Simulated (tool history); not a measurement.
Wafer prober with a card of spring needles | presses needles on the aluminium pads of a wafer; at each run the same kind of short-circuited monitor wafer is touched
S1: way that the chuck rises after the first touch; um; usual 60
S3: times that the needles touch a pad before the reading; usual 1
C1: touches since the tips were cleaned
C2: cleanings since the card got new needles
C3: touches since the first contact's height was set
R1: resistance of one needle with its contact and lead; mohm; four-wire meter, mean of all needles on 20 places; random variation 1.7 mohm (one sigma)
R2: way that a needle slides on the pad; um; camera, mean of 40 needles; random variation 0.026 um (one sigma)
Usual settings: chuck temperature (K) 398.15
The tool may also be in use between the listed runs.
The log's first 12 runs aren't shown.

At hour 89.9: tips cleaned on abrasive film.
Run 13, hour 95.4: usual settings; C1 1049; C2 27; C3 19691. Result: R1 168 mohm, R2 12.61 um.
At hour 104.9: tips cleaned on abrasive film.
Run 14, hour 106.5: usual settings; C1 296; C2 28; C3 21778. Result: R1 167 mohm, R2 12.56 um.
Run 15, hour 111.7: usual settings; C1 1289; C2 28; C3 22771. Result: R1 168 mohm, R2 12.58 um.
Run 16, hour 117.3: usual settings but chuck temperature (K) 326.15; C1 2350; C2 28; C3 23832. Result: R1 153 mohm, R2 12.57 um.
At hour 119.6: tips cleaned on abrasive film.
Run 17, hour 126.9: usual settings but chuck temperature (K) 326.15; C1 1386; C2 29; C3 25644. Result: R1 154 mohm, R2 12.62 um.
At hour 134.8: tips cleaned on abrasive film.
Run 18, hour 136.2: usual settings but S1 48 um, chuck temperature (K) 344.15, S3 2; C1 267; C2 30; C3 27412. Result: R1 161 mohm, R2 10.09 um.
Run 19, hour 146.4: usual settings but S1 76 um; C1 2195; C2 30; C3 29340. Result: R1 163 mohm, R2 16.01 um.
At hour 149.5: tips cleaned on abrasive film.
Run 20, hour 154: usual settings but chuck temperature (K) 314.15; C1 845; C2 31; C3 30768. Result: R1 154 mohm, R2 12.67 um.
At hour 164.7: tips cleaned on abrasive film.
Run 21, hour 165: usual settings but chuck temperature (K) 314.15; C1 56; C2 32; C3 32852. Result: R1 151 mohm, R2 12.68 um.
Run 22, hour 171.5: usual settings but S1 63 um; C1 1297; C2 32; C3 34093. Result: R1 170 mohm, R2 13.29 um.
At hour 179.3: tips cleaned on abrasive film.
Run 23, hour 181.9: usual settings but S1 63 um; C1 491; C2 33; C3 36046. Result: R1 166 mohm, R2 13.32 um.
Run 24, hour 193.1: usual settings but S1 63 um; C1 2631; C2 33; C3 38186. Result: R1 168 mohm, R2 13.33 um.
At hour 194.1: tips cleaned on abrasive film.
Run 25, hour 202: usual settings but S1 63 um; C1 1498; C2 34; C3 39858. Result: R1 166 mohm, R2 13.3 um.
At hour 209.1: tips cleaned on abrasive film.
Run 26, hour 213.4: usual settings but S1 63 um, chuck temperature (K) 350.15, S3 3; C1 812; C2 35; C3 42012. Result: R1 159 mohm, R2 13.33 um.
Run 27, hour 223.5: usual settings but S1 63 um, chuck temperature (K) 350.15, S3 3; C1 2731; C2 35; C3 43931. Result: R1 159 mohm, R2 13.42 um.
At hour 224.2: tips cleaned on abrasive film.
Run 28, hour 232.2: usual settings but S1 51 um, chuck temperature (K) 389.15, S3 2; C1 1522; C2 36; C3 45576. Result: R1 170 mohm, R2 10.84 um.
At hour 239.6: tips cleaned on abrasive film.
Run 29, hour 242.9: usual settings but S1 51 um, chuck temperature (K) 389.15, S3 2; C1 630; C2 37; C3 47591. Result: R1 168 mohm, R2 10.79 um.
Run 30, hour 251.5: usual settings but S1 51 um, chuck temperature (K) 389.15, S3 2; C1 2272; C2 37; C3 49233. Result: R1 166 mohm, R2 10.76 um.
At hour 254.3: tips cleaned on abrasive film.
Run 31, hour 257: usual settings but S1 45 um, chuck temperature (K) 312.15, S3 2; C1 522; C2 38; C3 50273. Result: R1 158 mohm, R2 9.58 um.
Run 32, hour 263.2: usual settings but S1 50 um, chuck temperature (K) 395.15, S3 2; C1 1697; C2 38; C3 51448. Result: R1 170 mohm, R2 10.68 um.

The next listed run, before its measurement:
At hour 269.7: tips cleaned on abrasive film.
Run 33, hour 271: usual settings but S3 2; C1 246; C2 39; C3 52908. Result: R1 ?, R2 ?.

R1: 169 mohm
R2: 12.79 um
Without the tool's hidden state the same run would have given R1 169 mohm, R2 12.49 um.
